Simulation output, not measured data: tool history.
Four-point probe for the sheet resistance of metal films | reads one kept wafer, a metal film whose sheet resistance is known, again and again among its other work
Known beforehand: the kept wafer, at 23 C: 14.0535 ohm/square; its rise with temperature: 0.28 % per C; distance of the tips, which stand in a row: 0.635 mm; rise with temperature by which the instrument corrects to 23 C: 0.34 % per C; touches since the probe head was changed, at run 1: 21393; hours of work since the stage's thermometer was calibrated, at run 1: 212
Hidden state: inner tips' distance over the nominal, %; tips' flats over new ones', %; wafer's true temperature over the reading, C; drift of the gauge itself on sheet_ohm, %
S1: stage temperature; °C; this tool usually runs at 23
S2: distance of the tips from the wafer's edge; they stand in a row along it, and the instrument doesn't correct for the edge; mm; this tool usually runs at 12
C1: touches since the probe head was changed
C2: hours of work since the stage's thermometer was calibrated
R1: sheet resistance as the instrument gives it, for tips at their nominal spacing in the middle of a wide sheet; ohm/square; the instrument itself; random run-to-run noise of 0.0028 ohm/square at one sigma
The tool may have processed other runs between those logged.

{"run": 1, "hour": 0.0, "S1": 23, "S2": 12, "C1": 21393, "C2": 212, "R1": 14.06674}
{"run": 2, "hour": 29.2, "S1": 23, "S2": 12, "C1": 22483, "C2": 227, "R1": 14.068441}
{"run": 3, "hour": 59.4, "S1": 23, "S2": 12, "C1": 23611, "C2": 243, "R1": 14.069414}
{"run": 4, "hour": 100.0, "S1": 23, "S2": 12, "C1": 25130, "C2": 264, "R1": 14.073391}
{"run": 5, "hour": 140.3, "S1": 23, "S2": 12, "C1": 26635, "C2": 284, "R1": 14.078076}
{"run": 6, "hour": 169.9, "S1": 20, "S2": 12, "C1": 27740, "C2": 300, "R1": 14.107037}
{"run": 7, "hour": 210.6, "S1": 20, "S2": 12, "C1": 29262, "C2": 321, "R1": 14.10702}
{"run": 8, "hour": 232.1, "S1": 23, "S2": 12, "C1": 30064, "C2": 332, "R1": 14.071804}
{"run": 9, "hour": 266.3, "S1": 26, "S2": 12, "C1": 31343, "C2": 349, "R1": 14.047644}
{"run": 10, "hour": 300.1, "S1": 26, "S2": 12, "C1": 32604, "C2": 367, "R1": 14.056396}
{"run": 11, "hour": 319.9, "S1": 26, "S2": 12, "C1": 33346, "C2": 377, "R1": 14.059113}
{"run": 12, "hour": 351.3, "S1": 26, "S2": 12, "C1": 34518, "C2": 393, "R1": 14.058056}
{"run": 13, "hour": 373.8, "S1": 26, "S2": 13, "C1": 35360, "C2": 404, "R1": 14.055576}
{"run": 14, "hour": 398.7, "S1": 26, "S2": 13, "C1": 36289, "C2": 417, "R1": 14.054028}
{"run": 15, "hour": 429.7, "S1": 26, "S2": 13, "C1": 37446, "C2": 433, "R1": 14.060153}
{"run": 16, "hour": 449.3, "S1": 23, "S2": 5, "C1": 38180, "C2": 443, "R1": 14.190494}
{"run": 17, "hour": 472.2, "S1": 23, "S2": 5, "C1": 39035, "C2": 455, "R1": 14.184918}
{"run": 18, "hour": 510.2, "S1": 22, "S2": 12, "C1": 40455, "C2": 475, "R1": 14.100238}
{"run": 19, "hour": 540.5, "S1": 23, "S2": 12, "C1": 41585, "C2": 490, "R1": 14.091339}
{"run": 20, "hour": 564.2, "S1": 23, "S2": 12, "C1": 42471, "C2": 502, "R1": 14.093006}
{"run": 21, "hour": 597.8, "S1": 23, "S2": 12, "C1": 43727, "C2": 520, "R1": 14.091961}
{"run": 22, "hour": 627.9, "S1": 23, "S2": 12, "C1": 44853, "C2": 535, "R1": 14.09547}
{"run": 23, "hour": 646.7, "S1": 23, "S2": 12, "C1": 45553, "C2": 545, "R1": 14.097158}
{"hour": 649.9, "done": "stage's thermometer calibrated"}
{"run": 24, "hour": 689.3, "S1": 23, "S2": 12, "C1": 47129, "C2": 20, "R1": 14.105289}
{"run": 25, "hour": 709.2, "S1": 23, "S2": 12, "C1": 47869, "C2": 30, "R1": 14.095263}
{"run": 26, "hour": 732.2, "S1": 23, "S2": 10, "C1": 48729, "C2": 42, "R1": 14.10662}
{"hour": 736.3, "done": "stage's thermometer calibrated, once more"}
{"run": 27, "hour": 765.1, "S1": 29, "S2": 5, "C1": 49939, "C2": 15, "R1": 14.14686}
{"run": 28, "hour": 803.6, "S1": 19, "S2": 18, "C1": 51377, "C2": 35, "R1": 14.12571}
{"run": 29, "hour": 847.5, "S1": 18, "S2": 19, "C1": 53018, "C2": 57, "R1": 14.122892}
{"run": 30, "hour": 876.2, "S1": 18, "S2": 19, "C1": 54093, "C2": 72, "R1": 14.133254}
{"run": 31, "hour": 915.0, "S1": 20, "S2": 37, "C1": 55540, "C2": 92, "R1": 14.109627}
{"run": 32, "hour": 949.8, "S1": 20, "S2": 37, "C1": 56841, "C2": 110, "R1": 14.108243}
{"run": 33, "hour": 974.0, "S1": 33, "S2": 4, "C1": 57746, "C2": 122, "R1": 14.183636}
{"run": 34, "hour": 1004.1, "S1": 21, "S2": 8, "C1": 58870, "C2": 138, "R1": 14.149528}
{"run": 35, "hour": 1031.0, "S1": 23, "S2": 20, "C1": 59873, "C2": 151, "R1": 14.088731}
{"run": 36, "hour": 1053.2, "S1": 24, "S2": 60, "C1": 60706, "C2": 163, "R1": 14.079651}
{"run": 37, "hour": 1072.8, "S1": 28, "S2": 5, "C1": 61437, "C2": 173, "R1": 14.166082}
{"run": 38, "hour": 1115.6, "S1": 24, "S2": 18, "C1": 63034, "C2": 195, "R1": 14.087264}
{"run": 39, "hour": 1148.1, "S1": 26, "S2": 45, "C1": 64250, "C2": 212, "R1": 14.063069}
{"run": 40, "hour": 1186.1, "S1": 26, "S2": 45, "C1": 65671, "C2": 231, "R1": 14.068816}
{"run": 41, "hour": 1206.1, "S1": 26, "S2": 45, "C1": 66416, "C2": 242, "R1": 14.069468}
{"run": 42, "hour": 1236.3, "S1": 26, "S2": 45, "C1": 67545, "C2": 257, "R1": 14.068163}
{"run": 43, "hour": 1262.8, "S1": 30, "S2": 16, "C1": 68533, "C2": 271, "R1": 14.04612}
{"run": 44, "hour": 1296.1, "S1": 18, "S2": 52, "C1": 69778, "C2": 288, "R1": 14.147193}
{"run": 45, "hour": 1323.7, "S1": 22, "S2": 64, "C1": 70809, "C2": 302, "R1": 14.107111}

Entry by entry between the runs, the difference in hidden state between the last listed run before and the first listed run after:
In the gap between runs 23 and 24: stage's thermometer calibrated (hour 649.9)
  inner tips' distance over the nominal, %: 0.1 -> 0.11; tips' flats over new ones', %: 31 -> 32; wafer's true temperature over the reading, C: 0.15 -> 0.18
  measured less the result without the state, R1: +0.021224 -> +0.023692 ohm/square
In the gap between runs 26 and 27: stage's thermometer calibrated, once more (hour 736.3)
  inner tips' distance over the nominal, %: 0.119 -> 0.126; tips' flats over new ones', %: 33 -> 34; wafer's true temperature over the reading, C: 0.19 -> 0.04
  measured less the result without the state, R1: +0.025396 -> +0.020739 ohm/square

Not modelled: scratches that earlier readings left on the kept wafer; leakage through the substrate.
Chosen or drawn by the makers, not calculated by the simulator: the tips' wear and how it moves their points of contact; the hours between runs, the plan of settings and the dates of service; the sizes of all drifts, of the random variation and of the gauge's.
